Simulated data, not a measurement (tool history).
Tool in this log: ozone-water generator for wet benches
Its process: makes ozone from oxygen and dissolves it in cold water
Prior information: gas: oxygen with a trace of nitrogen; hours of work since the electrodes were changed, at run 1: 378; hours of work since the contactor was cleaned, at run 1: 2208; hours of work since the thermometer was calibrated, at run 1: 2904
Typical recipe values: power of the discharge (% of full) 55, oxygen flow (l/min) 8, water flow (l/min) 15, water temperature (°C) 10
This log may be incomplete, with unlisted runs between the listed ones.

run,day,power of the discharge (% of full),oxygen flow (l/min),water flow (l/min),water temperature (°C),hours of work since the electrodes were changed,hours of work since the contactor was cleaned,hours of work since the thermometer was calibrated,dissolved ozone (ppm),ozone in the gas ahead of the water (g/m3)
1,0,55,8,15,10,378,2208,2904,20,123
2,5.954,55,8,15,10,482,2313,3009,19.8,120
3,10.575,55,8,15,10,563,2394,3090,19.7,121.8
4,15.979,55,6.71,15,10,658,2489,3185,19.7,133.9
5,18.496,55,6.71,15,7,702,2533,3229,20.9,131.5
6,23.733,55,8,15,10,794,2625,3321,19.5,120.1
7,28.3,55,8,15,10,874,2705,3401,19.2,119
8,31.971,55,8,15,10,939,2769,3465,19.6,118.6
9,37.312,55,8,15,11,1032,2863,3559,19.1,118.8
10,41.929,55,8,15,11,1113,2944,3640,19.1,119
11,46.025,55,8,15,11,1185,3016,3712,18.9,117.8
12,50.25,43,8,15,10,1259,3090,3786,16,97.5
# day 50.708: water thermometer calibrated
13,53,50,8,15,7,1307,3138,40,18.6,108.2
14,56.729,55,8,15,8,1373,3203,106,19.8,117.5
15,61.058,55,8,15,8,1449,3279,182,19.7,117
16,66.021,46,7.52,11,6,1536,3366,269,21.7,105.8
# day 68.242: water thermometer calibrated, once more
17,70.538,46,7.52,11,6,1614,3445,40,21.6,104.5
18,73.467,46,13.34,11,7,1666,3496,92,18.5,77.1
19,78.075,76,8.74,24,11,1747,3577,173,16.8,140.4
20,82.821,90,4.56,23,10,1830,3661,256,19.6,228.3
21,87.238,90,4.56,23,10,1907,3738,333,19.6,230.6

Selected run-to-run steps in dissolved ozone (ppm), each split into two signed amounts: the part the tool would show with no hidden state at all (from settings, incoming material and random variation), and the remainder, which goes to the hidden state together with any gauge scatter not common to the measured and the hidden-state-free results:
Hidden conditions of the tool in this case: yield of the discharge, % of new electrodes'; contactor's efficiency, % of a clean one's; true water temperature over the reading, C; drift of the gauge itself on ozone_ppm, %; drift of the gauge itself on gas_g_m3, %.
Run 11 -> 12: power of the discharge (% of full) 55 -> 43, water temperature (°C) 11 -> 10. dissolved ozone (ppm) -2.9: hidden state +0.3, all else -3.2.
Run 17 -> 18: oxygen flow (l/min) 7.52 -> 13.34, water temperature (°C) 6 -> 7. dissolved ozone (ppm) -3.1: hidden state +0.3, all else -3.4.
Run 18 -> 19: power of the discharge (% of full) 46 -> 76, oxygen flow (l/min) 13.34 -> 8.74, water flow (l/min) 11 -> 24, water temperature (°C) 7 -> 11. dissolved ozone (ppm) -1.7: hidden state -0.7, all else -1.
Run 19 -> 20: power of the discharge (% of full) 76 -> 90, oxygen flow (l/min) 8.74 -> 4.56, water flow (l/min) 24 -> 23, water temperature (°C) 11 -> 10. dissolved ozone (ppm) +2.8: hidden state -0.7, all else +3.5.
